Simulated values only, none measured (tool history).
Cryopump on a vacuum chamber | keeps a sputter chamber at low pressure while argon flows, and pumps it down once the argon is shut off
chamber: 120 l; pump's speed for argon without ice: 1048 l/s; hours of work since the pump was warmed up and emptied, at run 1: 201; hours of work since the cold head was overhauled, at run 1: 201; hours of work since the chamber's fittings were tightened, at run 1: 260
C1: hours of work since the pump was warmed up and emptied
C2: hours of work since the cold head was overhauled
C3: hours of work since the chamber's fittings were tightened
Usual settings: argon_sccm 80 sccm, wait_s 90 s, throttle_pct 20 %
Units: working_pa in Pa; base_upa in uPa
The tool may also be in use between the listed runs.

run 1 hour=0 | argon_sccm=80 wait_s=90 throttle_pct=20 | C1=201 C2=201 C3=260 | working_pa=0.6533 base_upa=1.92
run 2 hour=9.3 | argon_sccm=80 wait_s=90 throttle_pct=20 | C1=206 C2=206 C3=265 | working_pa=0.656 base_upa=1.9
run 3 hour=18.7 | argon_sccm=80 wait_s=90 throttle_pct=20 | C1=212 C2=212 C3=271 | working_pa=0.6549 base_upa=1.86
run 4 hour=28 | argon_sccm=80 wait_s=90 throttle_pct=20 | C1=218 C2=218 C3=276 | working_pa=0.6546 base_upa=1.96
run 5 hour=39.6 | argon_sccm=59 wait_s=90 throttle_pct=20 | C1=225 C2=225 C3=283 | working_pa=0.4808 base_upa=1.89
run 6 hour=50 | argon_sccm=80 wait_s=41 throttle_pct=20 | C1=231 C2=231 C3=289 | working_pa=0.6592 base_upa=3.29
run 7 hour=58.4 | argon_sccm=80 wait_s=90 throttle_pct=20 | C1=236 C2=236 C3=294 | working_pa=0.6534 base_upa=1.95
run 8 hour=65.5 | argon_sccm=80 wait_s=228 throttle_pct=20 | C1=240 C2=240 C3=299 | working_pa=0.6585 base_upa=1.34
run 9 hour=79.3 | argon_sccm=155 wait_s=228 throttle_pct=20 | C1=248 C2=248 C3=307 | working_pa=1.2685 base_upa=1.33
run 10 hour=85.8 | argon_sccm=155 wait_s=228 throttle_pct=20 | C1=252 C2=252 C3=311 | working_pa=1.2731 base_upa=1.31
run 11 hour=94.7 | argon_sccm=80 wait_s=90 throttle_pct=20 | C1=258 C2=258 C3=316 | working_pa=0.6544 base_upa=1.96
run 12 hour=103.1 | argon_sccm=80 wait_s=90 throttle_pct=20 | C1=263 C2=263 C3=321 | working_pa=0.6541 base_upa=2.05
run 13 hour=114.3 | argon_sccm=80 wait_s=90 throttle_pct=20 | C1=269 C2=269 C3=328 | working_pa=0.6565 base_upa=2.09
run 14 hour=127.7 | argon_sccm=37 wait_s=90 throttle_pct=20 | C1=277 C2=277 C3=336 | working_pa=0.3057 base_upa=2.07
run 15 hour=142.2 | argon_sccm=62 wait_s=90 throttle_pct=20 | C1=286 C2=286 C3=345 | working_pa=0.5065 base_upa=2.06
run 16 hour=157.3 | argon_sccm=62 wait_s=90 throttle_pct=20 | C1=295 C2=295 C3=354 | working_pa=0.5153 base_upa=2.12
run 17 hour=171.6 | argon_sccm=69 wait_s=90 throttle_pct=20 | C1=304 C2=304 C3=362 | working_pa=0.5693 base_upa=2.12
run 18 hour=182.5 | argon_sccm=148 wait_s=90 throttle_pct=33 | C1=310 C2=310 C3=369 | working_pa=0.7491 base_upa=2.17
run 19 hour=188.8 | argon_sccm=65 wait_s=90 throttle_pct=34 | C1=314 C2=314 C3=372 | working_pa=0.3182 base_upa=2.12
run 20 hour=201.4 | argon_sccm=50 wait_s=90 throttle_pct=20 | C1=321 C2=321 C3=380 | working_pa=0.4117 base_upa=2.13
run 21 hour=212.2 | argon_sccm=50 wait_s=90 throttle_pct=20 | C1=328 C2=328 C3=386 | working_pa=0.4118 base_upa=2.19
run 22 hour=224.7 | argon_sccm=64 wait_s=175 throttle_pct=55 | C1=335 C2=335 C3=394 | working_pa=0.2003 base_upa=1.63
run 23 hour=230.8 | argon_sccm=106 wait_s=90 throttle_pct=20 | C1=339 C2=339 C3=398 | working_pa=0.8705 base_upa=2.15
run 24 hour=243.5 | argon_sccm=80 wait_s=21 throttle_pct=30 | C1=347 C2=347 C3=405 | working_pa=0.4478 base_upa=5.85
run 25 hour=252.5 | argon_sccm=80 wait_s=236 throttle_pct=51 | C1=352 C2=352 C3=411 | working_pa=0.2694 base_upa=1.53
run 26 hour=260.1 | argon_sccm=80 wait_s=236 throttle_pct=51 | C1=356 C2=356 C3=415 | working_pa=0.2656 base_upa=1.54
run 27 hour=267.3 | argon_sccm=32 wait_s=27 throttle_pct=20 | C1=361 C2=361 C3=419 | working_pa=0.2654 base_upa=4.89
run 28 hour=274.4 | argon_sccm=32 wait_s=55 throttle_pct=20 | C1=365 C2=365 C3=424 | working_pa=0.2621 base_upa=2.94
run 29 hour=288.3 | argon_sccm=54 wait_s=39 throttle_pct=20 | C1=373 C2=373 C3=432 | working_pa=0.448 base_upa=3.76
run 30 hour=301.4 | argon_sccm=54 wait_s=39 throttle_pct=20 | C1=381 C2=381 C3=440 | working_pa=0.4444 base_upa=3.71
run 31 hour=308.6 | argon_sccm=129 wait_s=39 throttle_pct=38 | C1=385 C2=385 C3=444 | working_pa=0.5762 base_upa=3.76
run 32 hour=317.5 | argon_sccm=66 wait_s=212 throttle_pct=31 | C1=391 C2=391 C3=449 | working_pa=0.3586 base_upa=1.65
run 33 hour=328.7 | argon_sccm=66 wait_s=212 throttle_pct=31 | C1=398 C2=398 C3=456 | working_pa=0.3612 base_upa=1.71
run 34 hour=338.7 | argon_sccm=51 wait_s=59 throttle_pct=21 | C1=403 C2=403 C3=462 | working_pa=0.407 base_upa=2.82

Measured less the same run without the tool's hidden state. The same run-to-run variation is in both; the gauge's scatter may not be:
The hidden state here: pump's speed, % of a pump's without ice; cold plate's temperature, K; leak into the chamber, uPa l/s; drift of the gauge itself on working_pa, %; drift of the gauge itself on base_upa, %.
run=1 working_pa=+0.0091 base_upa=+0.51
run=2 working_pa=+0.0093 base_upa=+0.51
run=3 working_pa=+0.0095 base_upa=+0.52
run=4 working_pa=+0.0097 base_upa=+0.54
run=5 working_pa=+0.0073 base_upa=+0.55
run=6 working_pa=+0.0103 base_upa=+0.57
run=7 working_pa=+0.0104 base_upa=+0.58
run=8 working_pa=+0.0107 base_upa=+0.6
run=9 working_pa=+0.0213 base_upa=+0.6
run=10 working_pa=+0.0217 base_upa=+0.61
run=11 working_pa=+0.0113 base_upa=+0.62
run=12 working_pa=+0.0116 base_upa=+0.64
run=13 working_pa=+0.012 base_upa=+0.67
run=14 working_pa=+0.0057 base_upa=+0.69
run=15 working_pa=+0.0098 base_upa=+0.68
run=16 working_pa=+0.0102 base_upa=+0.71
run=17 working_pa=+0.0117 base_upa=+0.73
run=18 working_pa=+0.0256 base_upa=+0.75
run=19 working_pa=+0.0112 base_upa=+0.75
run=20 working_pa=+0.009 base_upa=+0.76
run=21 working_pa=+0.0091 base_upa=+0.78
run=22 working_pa=+0.012 base_upa=+0.79
run=23 working_pa=+0.02 base_upa=+0.79
run=24 working_pa=+0.0155 base_upa=+0.82
run=25 working_pa=+0.0157 base_upa=+0.84
run=26 working_pa=+0.0158 base_upa=+0.84
run=27 working_pa=+0.0064 base_upa=+0.86
run=28 working_pa=+0.0065 base_upa=+0.87
run=29 working_pa=+0.0113 base_upa=+0.89
run=30 working_pa=+0.0114 base_upa=+0.9
run=31 working_pa=+0.0279 base_upa=+0.92
run=32 working_pa=+0.0145 base_upa=+0.92
run=33 working_pa=+0.0148 base_upa=+0.94
run=34 working_pa=+0.0116 base_upa=+0.94
